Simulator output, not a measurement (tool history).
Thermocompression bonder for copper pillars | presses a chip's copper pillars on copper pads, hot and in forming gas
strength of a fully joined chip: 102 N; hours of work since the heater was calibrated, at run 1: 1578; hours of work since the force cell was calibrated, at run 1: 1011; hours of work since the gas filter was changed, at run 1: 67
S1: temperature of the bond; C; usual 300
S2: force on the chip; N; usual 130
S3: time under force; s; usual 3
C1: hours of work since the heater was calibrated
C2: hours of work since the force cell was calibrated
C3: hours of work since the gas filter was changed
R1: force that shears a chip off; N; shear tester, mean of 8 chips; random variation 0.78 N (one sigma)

Run 1, hour 0: usual settings; C1 1578; C2 1011; C3 67. Result: R1 60.1 N.
Run 2, hour 51.4: usual settings; C1 1619; C2 1052; C3 108. Result: R1 59.3 N.
At hour 98.6: forming gas filter changed.
Run 3, hour 103.7: usual settings; C1 1660; C2 1093; C3 4. Result: R1 59.6 N.
At hour 122.7: heater calibrated with a thermocouple chip.
At hour 136.5: force cell calibrated.
Run 4, hour 155.8: usual settings but S2 132 N; C1 25; C2 15; C3 43. Result: R1 60.8 N.
Run 5, hour 185.2: usual settings but S2 132 N; C1 49; C2 39; C3 66. Result: R1 58.7 N.
Run 6, hour 223.4: usual settings but S2 132 N; C1 79; C2 69; C3 97. Result: R1 60.2 N.
Run 7, hour 260.2: usual settings but S1 280 C, S2 132 N; C1 109; C2 99; C3 126. Result: R1 46.6 N.
At hour 288: forming gas filter changed.
Run 8, hour 305.8: usual settings but S1 280 C, S2 132 N; C1 145; C2 135; C3 14. Result: R1 46.6 N.
Run 9, hour 328.2: usual settings but S1 280 C, S2 132 N; C1 163; C2 153; C3 32. Result: R1 45 N.
Run 10, hour 355.6: usual settings; C1 185; C2 175; C3 54. Result: R1 58.6 N.
Run 11, hour 381.2: usual settings; C1 205; C2 195; C3 74. Result: R1 59.7 N.
Run 12, hour 403.7: usual settings but S3 2 s; C1 223; C2 213; C3 92. Result: R1 51.5 N.
Run 13, hour 453.7: usual settings but S3 2 s; C1 263; C2 253; C3 132. Result: R1 52.9 N.
At hour 470.1: forming gas filter changed.
Run 14, hour 496: usual settings but S2 79 N; C1 296; C2 286; C3 21. Result: R1 36.6 N.
Run 15, hour 540.7: usual settings but S1 327 C, S2 83 N; C1 332; C2 322; C3 56. Result: R1 52.9 N.
Run 16, hour 564: usual settings but S1 327 C, S2 83 N; C1 351; C2 341; C3 75. Result: R1 54.1 N.
Run 17, hour 596.3: usual settings but S1 322 C, S2 98 N; C1 376; C2 367; C3 101. Result: R1 59.9 N.
Run 18, hour 625.3: usual settings but S1 288 C; C1 400; C2 390; C3 124. Result: R1 51.4 N.
At hour 656.5: forming gas filter changed.
Run 19, hour 669.7: usual settings but S1 304 C, S2 144 N; C1 435; C2 425; C3 11. Result: R1 67.9 N.
Run 20, hour 724: usual settings but S1 304 C, S2 144 N; C1 478; C2 468; C3 54. Result: R1 67.5 N.
Run 21, hour 756.2: usual settings but S1 285 C; C1 504; C2 494; C3 80. Result: R1 49 N.
Run 22, hour 799.8: usual settings but S3 2 s; C1 539; C2 529; C3 114. Result: R1 53.6 N.
At hour 838.8: forming gas filter changed.
Run 23, hour 843.2: usual settings but S2 132 N, S3 4 s; C1 573; C2 563; C3 4. Result: R1 64.7 N.
Run 24, hour 874.1: usual settings but S1 319 C, S2 156 N, S3 2 s; C1 598; C2 588; C3 28. Result: R1 72 N.
Run 25, hour 926.3: usual settings but S1 315 C, S2 146 N; C1 639; C2 630; C3 70. Result: R1 74.8 N.
Run 26, hour 966.3: usual settings but S2 180 N; C1 671; C2 661; C3 102. Result: R1 75.3 N.
Run 27, hour 996.4: usual settings but S1 286 C, S2 180 N; C1 695; C2 685; C3 126. Result: R1 65.4 N.
At hour 1021.1: forming gas filter changed.
Run 28, hour 1032.4: usual settings but S1 286 C, S2 180 N; C1 724; C2 714; C3 9. Result: R1 65.3 N.

5 ways to go on from here, each from the tool as it stands after run 28. What would each give?
Run A, hour 1074.7: usual settings but S1 280 C, S2 107 N, S3 6 s; C1 758; C2 748; C3 43. Result: R1 ?.
Run B, hour 1074.7: usual settings but S1 311 C, S2 109 N, S3 7 s; C1 758; C2 748; C3 43. Result: R1 ?.
Run C, hour 1074.7: usual settings but S1 329 C, S2 159 N; C1 758; C2 748; C3 43. Result: R1 ?.
Run D, hour 1074.7: usual settings but S1 286 C, S2 151 N, S3 2 s; C1 758; C2 748; C3 43. Result: R1 ?.
Run E, hour 1074.7: usual settings but S1 321 C, S2 180 N; C1 758; C2 748; C3 43. Result: R1 ?.

run    R1
  A  48.8
  B  73.9
  C  87.1
  D  51.7
  E  87.4
Without the tool's hidden state the same runs would have given:
run    R1
  A  48.9
  B    74
  C  87.3
  D  51.8
  E  87.6

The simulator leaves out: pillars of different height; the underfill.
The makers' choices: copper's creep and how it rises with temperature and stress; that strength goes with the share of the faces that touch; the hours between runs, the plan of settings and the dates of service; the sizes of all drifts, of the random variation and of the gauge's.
